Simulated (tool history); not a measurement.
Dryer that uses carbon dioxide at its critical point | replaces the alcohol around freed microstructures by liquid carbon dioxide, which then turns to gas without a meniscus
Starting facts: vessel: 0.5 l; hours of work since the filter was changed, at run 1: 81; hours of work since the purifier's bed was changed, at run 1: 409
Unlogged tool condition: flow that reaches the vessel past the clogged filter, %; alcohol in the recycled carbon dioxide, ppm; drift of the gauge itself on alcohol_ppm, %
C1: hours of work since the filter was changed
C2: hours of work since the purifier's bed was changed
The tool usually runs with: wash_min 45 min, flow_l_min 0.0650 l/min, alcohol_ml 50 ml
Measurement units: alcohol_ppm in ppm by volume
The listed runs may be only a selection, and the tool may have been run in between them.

run 1 day=0.000 | wash_min=45 flow_l_min=0.0650 alcohol_ml=50 | C1=81 C2=409 | alcohol_ppm=614
run 2 day=0.679 | wash_min=45 flow_l_min=0.0650 alcohol_ml=50 | C1=92 C2=420 | alcohol_ppm=605
run 3 day=1.217 | wash_min=45 flow_l_min=0.0650 alcohol_ml=50 | C1=101 C2=429 | alcohol_ppm=650
run 4 day=2.067 | wash_min=45 flow_l_min=0.0650 alcohol_ml=50 | C1=116 C2=443 | alcohol_ppm=639
run 5 day=2.825 | wash_min=41 flow_l_min=0.0650 alcohol_ml=50 | C1=128 C2=456 | alcohol_ppm=997
run 6 day=3.512 | wash_min=45 flow_l_min=0.0650 alcohol_ml=50 | C1=140 C2=468 | alcohol_ppm=701
run 7 day=4.204 | wash_min=45 flow_l_min=0.0650 alcohol_ml=50 | C1=152 C2=480 | alcohol_ppm=674
run 8 day=4.779 | wash_min=45 flow_l_min=0.0650 alcohol_ml=50 | C1=162 C2=489 | alcohol_ppm=726
run 9 day=5.383 | wash_min=45 flow_l_min=0.0650 alcohol_ml=50 | C1=172 C2=499 | alcohol_ppm=711
run 10 day=5.792 | wash_min=45 flow_l_min=0.0650 alcohol_ml=50 | C1=179 C2=506 | alcohol_ppm=707
run 11 day=6.404 | wash_min=45 flow_l_min=0.0650 alcohol_ml=50 | C1=189 C2=517 | alcohol_ppm=725
run 12 day=7.258 | wash_min=45 flow_l_min=0.0650 alcohol_ml=50 | C1=203 C2=531 | alcohol_ppm=727
run 13 day=8.075 | wash_min=45 flow_l_min=0.0650 alcohol_ml=50 | C1=217 C2=545 | alcohol_ppm=757
run 14 day=8.692 | wash_min=45 flow_l_min=0.0650 alcohol_ml=50 | C1=228 C2=555 | alcohol_ppm=785
run 15 day=9.246 | wash_min=45 flow_l_min=0.0650 alcohol_ml=50 | C1=237 C2=565 | alcohol_ppm=773
run 16 day=9.846 | wash_min=33 flow_l_min=0.0650 alcohol_ml=50 | C1=247 C2=575 | alcohol_ppm=2689
run 17 day=10.304 | wash_min=40 flow_l_min=0.0650 alcohol_ml=50 | C1=255 C2=583 | alcohol_ppm=1291
run 18 day=10.871 | wash_min=40 flow_l_min=0.0650 alcohol_ml=50 | C1=264 C2=592 | alcohol_ppm=1306
run 19 day=11.396 | wash_min=40 flow_l_min=0.0650 alcohol_ml=50 | C1=273 C2=601 | alcohol_ppm=1306
run 20 day=12.246 | wash_min=40 flow_l_min=0.0650 alcohol_ml=50 | C1=288 C2=615 | alcohol_ppm=1358
run 21 day=13.075 | wash_min=40 flow_l_min=0.0650 alcohol_ml=50 | C1=302 C2=629 | alcohol_ppm=1385
run 22 day=13.658 | wash_min=40 flow_l_min=0.0650 alcohol_ml=50 | C1=311 C2=639 | alcohol_ppm=1388
run 23 day=14.242 | wash_min=40 flow_l_min=0.0650 alcohol_ml=50 | C1=321 C2=649 | alcohol_ppm=1405
run 24 day=14.800 | wash_min=40 flow_l_min=0.0650 alcohol_ml=50 | C1=331 C2=658 | alcohol_ppm=1445
run 25 day=15.250 | wash_min=40 flow_l_min=0.0650 alcohol_ml=50 | C1=338 C2=666 | alcohol_ppm=1448
run 26 day=15.733 | wash_min=40 flow_l_min=0.0650 alcohol_ml=50 | C1=346 C2=674 | alcohol_ppm=1446
run 27 day=16.529 | wash_min=40 flow_l_min=0.0650 alcohol_ml=50 | C1=360 C2=688 | alcohol_ppm=1521
run 28 day=17.342 | wash_min=40 flow_l_min=0.0650 alcohol_ml=50 | C1=374 C2=701 | alcohol_ppm=1556
-- day=17.433 inlet filter changed
run 29 day=18.200 | wash_min=54 flow_l_min=0.0734 alcohol_ml=34 | C1=13 C2=715 | alcohol_ppm=224
run 30 day=18.929 | wash_min=59 flow_l_min=0.0734 alcohol_ml=78 | C1=25 C2=727 | alcohol_ppm=236
run 31 day=19.338 | wash_min=33 flow_l_min=0.0650 alcohol_ml=50 | C1=32 C2=734 | alcohol_ppm=2186
run 32 day=20.046 | wash_min=35 flow_l_min=0.0613 alcohol_ml=40 | C1=44 C2=746 | alcohol_ppm=1792
run 33 day=20.583 | wash_min=45 flow_l_min=0.0610 alcohol_ml=50 | C1=53 C2=755 | alcohol_ppm=885
run 34 day=21.025 | wash_min=45 flow_l_min=0.0610 alcohol_ml=50 | C1=61 C2=763 | alcohol_ppm=877
run 35 day=21.717 | wash_min=55 flow_l_min=0.0394 alcohol_ml=24 | C1=72 C2=775 | alcohol_ppm=1110
run 36 day=22.512 | wash_min=51 flow_l_min=0.0650 alcohol_ml=103 | C1=86 C2=788 | alcohol_ppm=736
run 37 day=23.004 | wash_min=65 flow_l_min=0.0693 alcohol_ml=23 | C1=94 C2=796 | alcohol_ppm=225
run 38 day=23.400 | wash_min=53 flow_l_min=0.0571 alcohol_ml=50 | C1=101 C2=803 | alcohol_ppm=632
run 39 day=23.900 | wash_min=28 flow_l_min=0.0929 alcohol_ml=22 | C1=109 C2=811 | alcohol_ppm=631
run 40 day=24.754 | wash_min=28 flow_l_min=0.0929 alcohol_ml=22 | C1=124 C2=826 | alcohol_ppm=619
run 41 day=25.158 | wash_min=59 flow_l_min=0.0398 alcohol_ml=81 | C1=130 C2=833 | alcohol_ppm=2642
-- day=25.358 purifier's bed changed
run 42 day=25.675 | wash_min=28 flow_l_min=0.0818 alcohol_ml=81 | C1=137 C2=5 | alcohol_ppm=2779
run 43 day=26.312 | wash_min=28 flow_l_min=0.0818 alcohol_ml=81 | C1=148 C2=16 | alcohol_ppm=2829
run 44 day=27.029 | wash_min=35 flow_l_min=0.0474 alcohol_ml=40 | C1=160 C2=28 | alcohol_ppm=4154

A few steps of alcohol_ppm between consecutive runs. Split each: what settings, incoming material and random variation would produce without the hidden state, and what is left over for the hidden state, along with gauge scatter present in only one of the two compared results (measured, and without hidden state):
Run 15 -> 16: wash_min 45 -> 33. alcohol_ppm +1916 ppm by volume: hidden state +456, all else +1460.
Run 28 -> 29: wash_min 40 -> 54, flow_l_min 0.0650 -> 0.0734, alcohol_ml 50 -> 34, inlet filter changed. alcohol_ppm -1332 ppm by volume: hidden state -551, all else -781.
Run 30 -> 31: wash_min 59 -> 33, flow_l_min 0.0734 -> 0.0650, alcohol_ml 78 -> 50. alcohol_ppm +1950 ppm by volume: hidden state +113, all else +1837.
Run 40 -> 41: wash_min 28 -> 59, flow_l_min 0.0929 -> 0.0398, alcohol_ml 22 -> 81. alcohol_ppm +2023 ppm by volume: hidden state +343, all else +1680.
